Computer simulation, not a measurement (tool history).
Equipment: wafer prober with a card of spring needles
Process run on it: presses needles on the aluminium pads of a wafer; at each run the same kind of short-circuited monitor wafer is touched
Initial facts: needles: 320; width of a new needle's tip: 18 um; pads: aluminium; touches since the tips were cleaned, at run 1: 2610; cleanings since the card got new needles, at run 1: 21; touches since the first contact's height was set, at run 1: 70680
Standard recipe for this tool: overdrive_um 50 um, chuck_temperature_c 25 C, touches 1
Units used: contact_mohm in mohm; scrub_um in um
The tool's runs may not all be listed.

| run | hour | overdrive_um | chuck_temperature_c | touches | touches since the tips were cleaned | cleanings since the card got new needles | touches since the first contact's height was set | contact_mohm | scrub_um |
|---|---|---|---|---|---|---|---|---|---|
| 1 | 0.0 | 50 | 25 | 1 | 2610 | 21 | 70680 | 311 | 10.86 |
|  | 1.2 | tips cleaned on abrasive film |
| 2 | 9.9 | 50 | 25 | 1 | 2432 | 22 | 73411 | 380 | 10.45 |
|  | 11.5 | tips cleaned on abrasive film |
|  | 21.4 | tips cleaned on abrasive film |
| 3 | 21.9 | 50 | 25 | 1 | 148 | 24 | 76707 | 251 | 10.66 |
|  | 32.2 | tips cleaned on abrasive film |
| 4 | 40.4 | 50 | 25 | 1 | 2294 | 25 | 81838 | 325 | 10.51 |
|  | 41.9 | tips cleaned on abrasive film |
| 5 | 49.8 | 50 | 25 | 2 | 2210 | 26 | 84432 | 284 | 10.47 |
|  | 52.9 | tips cleaned on abrasive film |
| 6 | 59.3 | 54 | 25 | 1 | 1795 | 27 | 87049 | 301 | 11.30 |
|  | 63.4 | tips cleaned on abrasive film |
| 7 | 68.2 | 50 | 25 | 1 | 1350 | 28 | 89513 | 297 | 10.44 |
|  | 73.7 | tips cleaned on abrasive film |
| 8 | 77.3 | 50 | 25 | 1 | 1012 | 29 | 92028 | 280 | 10.49 |
|  | 84.6 | tips cleaned on abrasive film |
| 9 | 87.8 | 50 | 38 | 1 | 899 | 30 | 94910 | 281 | 10.42 |
|  | 90.4 | tips cleaned on abrasive film, once more |
|  | 100.2 | tips cleaned on abrasive film |
| 10 | 106.1 | 50 | 25 | 1 | 1626 | 32 | 99959 | 307 | 10.32 |
|  | 110.0 | tips cleaned on abrasive film |
|  | 120.4 | tips cleaned on abrasive film |
| 11 | 122.2 | 64 | 88 | 3 | 507 | 34 | 104413 | 253 | 13.47 |
|  | 130.2 | tips cleaned on abrasive film |
| 12 | 134.4 | 64 | 120 | 1 | 1173 | 35 | 107774 | 285 | 13.37 |
|  | 140.7 | tips cleaned on abrasive film |
| 13 | 144.6 | 64 | 120 | 1 | 1085 | 36 | 110582 | 283 | 13.46 |
|  | 151.5 | tips cleaned on abrasive film |
| 14 | 158.5 | 40 | 92 | 1 | 1945 | 37 | 114432 | 375 | 8.05 |
|  | 162.4 | tips cleaned on abrasive film |
| 15 | 169.6 | 40 | 92 | 1 | 2016 | 38 | 117519 | 386 | 8.08 |
|  | 172.4 | tips cleaned on abrasive film |
| 16 | 181.3 | 64 | 29 | 2 | 2474 | 39 | 120747 | 271 | 13.23 |
|  | 182.4 | tips cleaned on abrasive film |
|  | 192.7 | tips cleaned on abrasive film |
| 17 | 197.3 | 64 | 29 | 2 | 1273 | 41 | 125136 | 256 | 13.28 |
|  | 202.7 | tips cleaned on abrasive film |
| 18 | 211.3 | 64 | 52 | 3 | 2385 | 42 | 129023 | 258 | 13.26 |
|  | 212.6 | tips cleaned on abrasive film |
|  | 222.2 | tips cleaned on abrasive film |
| 19 | 222.2 | 50 | 121 | 2 | 0 | 44 | 132007 | 264 | 10.18 |
| 20 | 230.9 | 33 | 100 | 2 | 2426 | 44 | 134433 | 392 | 6.38 |

Here are 3 independent what-if runs from the current tool condition. What would each one return?
|  | 232.4 | tips cleaned on abrasive film |
|  | 243.0 | tips cleaned on abrasive film |
| A | 248.0 | 55 | 34 | 1 | 1405 | 46 | 139150 | ? | ? |
|  | 232.4 | tips cleaned on abrasive film |
|  | 243.0 | tips cleaned on abrasive film |
| B | 248.0 | 46 | 27 | 1 | 1405 | 46 | 139150 | ? | ? |
|  | 232.4 | tips cleaned on abrasive film |
|  | 243.0 | tips cleaned on abrasive film |
| C | 248.0 | 49 | 100 | 2 | 1405 | 46 | 139150 | ? | ? |

| run | contact_mohm | scrub_um |
|---|---|---|
| A | 297 | 11.15 |
| B | 328 | 9.03 |
| C | 293 | 9.90 |
What these runs would have given with no unlogged condition in the tool:
| run | contact_mohm | scrub_um |
|---|---|---|
| A | 232 | 12.20 |
| B | 233 | 10.09 |
| C | 248 | 10.95 |
